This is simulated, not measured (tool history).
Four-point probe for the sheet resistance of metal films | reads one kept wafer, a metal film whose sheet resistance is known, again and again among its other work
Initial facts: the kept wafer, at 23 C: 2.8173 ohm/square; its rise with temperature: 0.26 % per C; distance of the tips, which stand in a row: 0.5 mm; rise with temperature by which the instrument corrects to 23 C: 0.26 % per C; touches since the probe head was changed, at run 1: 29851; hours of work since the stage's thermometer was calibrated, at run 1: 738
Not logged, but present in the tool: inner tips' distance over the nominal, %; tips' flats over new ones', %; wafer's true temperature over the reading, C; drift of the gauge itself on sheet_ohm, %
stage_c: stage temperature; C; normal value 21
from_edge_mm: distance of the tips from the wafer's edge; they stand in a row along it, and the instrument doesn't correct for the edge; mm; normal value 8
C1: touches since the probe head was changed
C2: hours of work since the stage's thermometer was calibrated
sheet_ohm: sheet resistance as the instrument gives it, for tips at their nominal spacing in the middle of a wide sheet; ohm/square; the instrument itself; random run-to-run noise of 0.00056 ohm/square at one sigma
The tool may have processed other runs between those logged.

{"run": 1, "hour": 0.0, "stage_c": 21, "from_edge_mm": 8, "C1": 29851, "C2": 738, "sheet_ohm": 2.838043}
{"run": 2, "hour": 30.6, "stage_c": 21, "from_edge_mm": 8, "C1": 30907, "C2": 750, "sheet_ohm": 2.839462}
{"run": 3, "hour": 82.1, "stage_c": 19, "from_edge_mm": 8, "C1": 32685, "C2": 771, "sheet_ohm": 2.840628}
{"run": 4, "hour": 105.9, "stage_c": 19, "from_edge_mm": 8, "C1": 33507, "C2": 781, "sheet_ohm": 2.840738}
{"run": 5, "hour": 156.1, "stage_c": 19, "from_edge_mm": 8, "C1": 35242, "C2": 801, "sheet_ohm": 2.842423}
{"run": 6, "hour": 203.1, "stage_c": 19, "from_edge_mm": 8, "C1": 36864, "C2": 820, "sheet_ohm": 2.8426}
{"run": 7, "hour": 240.6, "stage_c": 21, "from_edge_mm": 9, "C1": 38160, "C2": 835, "sheet_ohm": 2.840938}
{"run": 8, "hour": 262.8, "stage_c": 21, "from_edge_mm": 6, "C1": 38926, "C2": 844, "sheet_ohm": 2.848171}
{"run": 9, "hour": 300.1, "stage_c": 21, "from_edge_mm": 6, "C1": 40216, "C2": 860, "sheet_ohm": 2.848977}
{"run": 10, "hour": 339.8, "stage_c": 21, "from_edge_mm": 8, "C1": 41587, "C2": 876, "sheet_ohm": 2.845462}
{"run": 11, "hour": 381.7, "stage_c": 23, "from_edge_mm": 8, "C1": 43033, "C2": 893, "sheet_ohm": 2.846413}
{"run": 12, "hour": 418.8, "stage_c": 23, "from_edge_mm": 8, "C1": 44314, "C2": 908, "sheet_ohm": 2.845837}
{"run": 13, "hour": 453.2, "stage_c": 23, "from_edge_mm": 8, "C1": 45502, "C2": 922, "sheet_ohm": 2.847758}
{"run": 14, "hour": 503.0, "stage_c": 21, "from_edge_mm": 8, "C1": 47224, "C2": 942, "sheet_ohm": 2.849293}
{"run": 15, "hour": 546.2, "stage_c": 21, "from_edge_mm": 10, "C1": 48715, "C2": 960, "sheet_ohm": 2.847722}
{"run": 16, "hour": 586.5, "stage_c": 24, "from_edge_mm": 8, "C1": 50105, "C2": 976, "sheet_ohm": 2.850169}
{"run": 17, "hour": 615.7, "stage_c": 24, "from_edge_mm": 8, "C1": 51117, "C2": 988, "sheet_ohm": 2.849737}
{"run": 18, "hour": 661.7, "stage_c": 21, "from_edge_mm": 8, "C1": 52703, "C2": 1006, "sheet_ohm": 2.853064}
{"run": 19, "hour": 708.4, "stage_c": 21, "from_edge_mm": 3, "C1": 54317, "C2": 1025, "sheet_ohm": 2.889092}
{"run": 20, "hour": 738.2, "stage_c": 21, "from_edge_mm": 3, "C1": 55345, "C2": 1038, "sheet_ohm": 2.889527}
{"run": 21, "hour": 777.4, "stage_c": 21, "from_edge_mm": 3, "C1": 56700, "C2": 1053, "sheet_ohm": 2.890085}
{"run": 22, "hour": 820.8, "stage_c": 21, "from_edge_mm": 3, "C1": 58198, "C2": 1071, "sheet_ohm": 2.890669}
{"run": 23, "hour": 844.7, "stage_c": 21, "from_edge_mm": 17, "C1": 59025, "C2": 1081, "sheet_ohm": 2.850435}
{"run": 24, "hour": 891.5, "stage_c": 34, "from_edge_mm": 4, "C1": 60640, "C2": 1100, "sheet_ohm": 2.87194}
{"run": 25, "hour": 928.3, "stage_c": 34, "from_edge_mm": 4, "C1": 61911, "C2": 1115, "sheet_ohm": 2.871704}
{"run": 26, "hour": 977.4, "stage_c": 21, "from_edge_mm": 41, "C1": 63607, "C2": 1135, "sheet_ohm": 2.851551}
{"run": 27, "hour": 1027.1, "stage_c": 21, "from_edge_mm": 41, "C1": 65322, "C2": 1155, "sheet_ohm": 2.854014}
{"run": 28, "hour": 1075.0, "stage_c": 21, "from_edge_mm": 24, "C1": 66979, "C2": 1174, "sheet_ohm": 2.854673}
{"hour": 1090.5, "done": "new probe head fitted"}
{"run": 29, "hour": 1100.3, "stage_c": 19, "from_edge_mm": 3, "C1": 339, "C2": 1184, "sheet_ohm": 2.860314}
{"run": 30, "hour": 1137.2, "stage_c": 19, "from_edge_mm": 3, "C1": 1613, "C2": 1199, "sheet_ohm": 2.860824}
{"run": 31, "hour": 1174.0, "stage_c": 19, "from_edge_mm": 3, "C1": 2882, "C2": 1214, "sheet_ohm": 2.863078}
{"hour": 1186.0, "done": "stage's thermometer calibrated"}
{"run": 32, "hour": 1219.3, "stage_c": 33, "from_edge_mm": 11, "C1": 4431, "C2": 14, "sheet_ohm": 2.820165}
{"run": 33, "hour": 1261.9, "stage_c": 33, "from_edge_mm": 8, "C1": 5903, "C2": 31, "sheet_ohm": 2.823917}
{"run": 34, "hour": 1307.4, "stage_c": 33, "from_edge_mm": 8, "C1": 7474, "C2": 49, "sheet_ohm": 2.825069}
{"run": 35, "hour": 1349.9, "stage_c": 33, "from_edge_mm": 8, "C1": 8940, "C2": 67, "sheet_ohm": 2.825756}
{"run": 36, "hour": 1396.4, "stage_c": 31, "from_edge_mm": 6, "C1": 10548, "C2": 85, "sheet_ohm": 2.831791}
{"run": 37, "hour": 1422.3, "stage_c": 27, "from_edge_mm": 3, "C1": 11442, "C2": 96, "sheet_ohm": 2.864279}
{"run": 38, "hour": 1445.3, "stage_c": 18, "from_edge_mm": 49, "C1": 12235, "C2": 105, "sheet_ohm": 2.824288}
{"run": 39, "hour": 1471.4, "stage_c": 34, "from_edge_mm": 61, "C1": 13138, "C2": 116, "sheet_ohm": 2.822412}
{"run": 40, "hour": 1511.4, "stage_c": 24, "from_edge_mm": 72, "C1": 14518, "C2": 132, "sheet_ohm": 2.825158}
{"run": 41, "hour": 1552.2, "stage_c": 24, "from_edge_mm": 72, "C1": 15930, "C2": 149, "sheet_ohm": 2.825457}
{"run": 42, "hour": 1599.6, "stage_c": 26, "from_edge_mm": 29, "C1": 17566, "C2": 168, "sheet_ohm": 2.826243}
{"run": 43, "hour": 1622.3, "stage_c": 29, "from_edge_mm": 29, "C1": 18348, "C2": 177, "sheet_ohm": 2.825577}
{"run": 44, "hour": 1662.3, "stage_c": 31, "from_edge_mm": 13, "C1": 19730, "C2": 193, "sheet_ohm": 2.828581}

Results per run with the tool's hidden condition removed, run-to-run variation unchanged:
run=1 sheet_ohm=2.823438
run=2 sheet_ohm=2.824181
run=3 sheet_ohm=2.824288
run=4 sheet_ohm=2.823916
run=5 sheet_ohm=2.824595
run=6 sheet_ohm=2.823772
run=7 sheet_ohm=2.821401
run=8 sheet_ohm=2.828202
run=9 sheet_ohm=2.828247
run=10 sheet_ohm=2.823909
run=11 sheet_ohm=2.824035
run=12 sheet_ohm=2.822775
run=13 sheet_ohm=2.824002
run=14 sheet_ohm=2.824475
run=15 sheet_ohm=2.822
run=16 sheet_ohm=2.823646
run=17 sheet_ohm=2.822589
run=18 sheet_ohm=2.824956
run=19 sheet_ohm=2.859754
run=20 sheet_ohm=2.859561
run=21 sheet_ohm=2.859315
run=22 sheet_ohm=2.858983
run=23 sheet_ohm=2.818643
run=24 sheet_ohm=2.839036
run=25 sheet_ohm=2.83809
run=26 sheet_ohm=2.817152
run=27 sheet_ohm=2.818689
run=28 sheet_ohm=2.818402
run=29 sheet_ohm=2.859308
run=30 sheet_ohm=2.859044
run=31 sheet_ohm=2.860526
run=32 sheet_ohm=2.818049
run=33 sheet_ohm=2.820949
run=34 sheet_ohm=2.82119
run=35 sheet_ohm=2.820987
run=36 sheet_ohm=2.826098
run=37 sheet_ohm=2.858014
run=38 sheet_ohm=2.817699
run=39 sheet_ohm=2.815259
run=40 sheet_ohm=2.817194
run=41 sheet_ohm=2.8167
run=42 sheet_ohm=2.816592
run=43 sheet_ohm=2.815494
run=44 sheet_ohm=2.817693
